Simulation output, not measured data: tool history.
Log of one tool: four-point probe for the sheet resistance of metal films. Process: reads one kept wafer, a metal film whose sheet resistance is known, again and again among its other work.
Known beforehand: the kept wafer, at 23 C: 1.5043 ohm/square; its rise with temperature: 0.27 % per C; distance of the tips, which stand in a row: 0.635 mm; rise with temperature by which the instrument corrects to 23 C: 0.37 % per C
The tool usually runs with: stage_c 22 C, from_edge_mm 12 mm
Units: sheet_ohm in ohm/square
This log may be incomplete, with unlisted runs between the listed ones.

run 1 hour=0 | stage_c=22 from_edge_mm=12 | sheet_ohm=1.504327
run 2 hour=37.3 | stage_c=32 from_edge_mm=12 | sheet_ohm=1.491575
run 3 hour=84.6 | stage_c=25 from_edge_mm=12 | sheet_ohm=1.500591
run 4 hour=120.8 | stage_c=22 from_edge_mm=41 | sheet_ohm=1.503146
run 5 hour=160.2 | stage_c=22 from_edge_mm=12 | sheet_ohm=1.505315
run 6 hour=198.7 | stage_c=22 from_edge_mm=12 | sheet_ohm=1.505167
run 7 hour=224.7 | stage_c=22 from_edge_mm=12 | sheet_ohm=1.505792
run 8 hour=254.1 | stage_c=22 from_edge_mm=12 | sheet_ohm=1.505779
run 9 hour=304.2 | stage_c=22 from_edge_mm=12 | sheet_ohm=1.506268
run 10 hour=328.5 | stage_c=22 from_edge_mm=12 | sheet_ohm=1.50605
run 11 hour=357.1 | stage_c=22 from_edge_mm=12 | sheet_ohm=1.506181
run 12 hour=405.5 | stage_c=22 from_edge_mm=12 | sheet_ohm=1.506198
run 13 hour=431.2 | stage_c=22 from_edge_mm=12 | sheet_ohm=1.506572
run 14 hour=469.4 | stage_c=22 from_edge_mm=12 | sheet_ohm=1.507262
run 15 hour=519 | stage_c=22 from_edge_mm=12 | sheet_ohm=1.507516
run 16 hour=564.9 | stage_c=22 from_edge_mm=12 | sheet_ohm=1.507385
run 17 hour=589.4 | stage_c=22 from_edge_mm=12 | sheet_ohm=1.507785
run 18 hour=641.3 | stage_c=22 from_edge_mm=12 | sheet_ohm=1.507826
run 19 hour=680.6 | stage_c=22 from_edge_mm=12 | sheet_ohm=1.508519
run 20 hour=720.3 | stage_c=22 from_edge_mm=12 | sheet_ohm=1.508919
run 21 hour=768.4 | stage_c=22 from_edge_mm=9 | sheet_ohm=1.510433
run 22 hour=796.7 | stage_c=22 from_edge_mm=9 | sheet_ohm=1.510918
run 23 hour=829.3 | stage_c=22 from_edge_mm=9 | sheet_ohm=1.511432
run 24 hour=861.5 | stage_c=18 from_edge_mm=70 | sheet_ohm=1.513442
run 25 hour=893.1 | stage_c=18 from_edge_mm=70 | sheet_ohm=1.513569
run 26 hour=924.9 | stage_c=28 from_edge_mm=12 | sheet_ohm=1.501117
run 27 hour=965 | stage_c=30 from_edge_mm=5 | sheet_ohm=1.508737
run 28 hour=1009.8 | stage_c=19 from_edge_mm=28 | sheet_ohm=1.512434
run 29 hour=1042.8 | stage_c=27 from_edge_mm=12 | sheet_ohm=1.503564
run 30 hour=1073.3 | stage_c=31 from_edge_mm=29 | sheet_ohm=1.496965
run 31 hour=1120.8 | stage_c=33 from_edge_mm=42 | sheet_ohm=1.49393
run 32 hour=1159.6 | stage_c=32 from_edge_mm=54 | sheet_ohm=1.495076
run 33 hour=1197.1 | stage_c=23 from_edge_mm=29 | sheet_ohm=1.508086
run 34 hour=1222.4 | stage_c=25 from_edge_mm=4 | sheet_ohm=1.525218
run 35 hour=1264.6 | stage_c=19 from_edge_mm=3 | sheet_ohm=1.548803
run 36 hour=1316.7 | stage_c=22 from_edge_mm=21 | sheet_ohm=1.509614
run 37 hour=1359.5 | stage_c=27 from_edge_mm=54 | sheet_ohm=1.503251
run 38 hour=1397.7 | stage_c=23 from_edge_mm=6 | sheet_ohm=1.516925
run 39 hour=1444 | stage_c=23 from_edge_mm=6 | sheet_ohm=1.518116
run 40 hour=1476.3 | stage_c=20 from_edge_mm=62 | sheet_ohm=1.513714
run 41 hour=1523.2 | stage_c=20 from_edge_mm=62 | sheet_ohm=1.513468
run 42 hour=1562.3 | stage_c=20 from_edge_mm=62 | sheet_ohm=1.51329
run 43 hour=1605 | stage_c=20 from_edge_mm=62 | sheet_ohm=1.513919
run 44 hour=1644 | stage_c=27 from_edge_mm=52 | sheet_ohm=1.50373

Consider 3 possible next runs. They are alternatives, not a sequence: every one starts from the tool as it was left by run 44. What does each give?
run A hour=1687.7 | stage_c=22 from_edge_mm=52 | sheet_ohm=?
run B hour=1687.7 | stage_c=31 from_edge_mm=52 | sheet_ohm=?
run C hour=1687.7 | stage_c=28 from_edge_mm=15 | sheet_ohm=?

run=A sheet_ohm=1.511883
run=B sheet_ohm=1.499079
run=C sheet_ohm=1.504464
The same runs, with their run-to-run variation unchanged, on a tool lacking any hidden condition would have given:
run=A sheet_ohm=1.505995
run=B sheet_ohm=1.493286
run=C sheet_ohm=1.498635
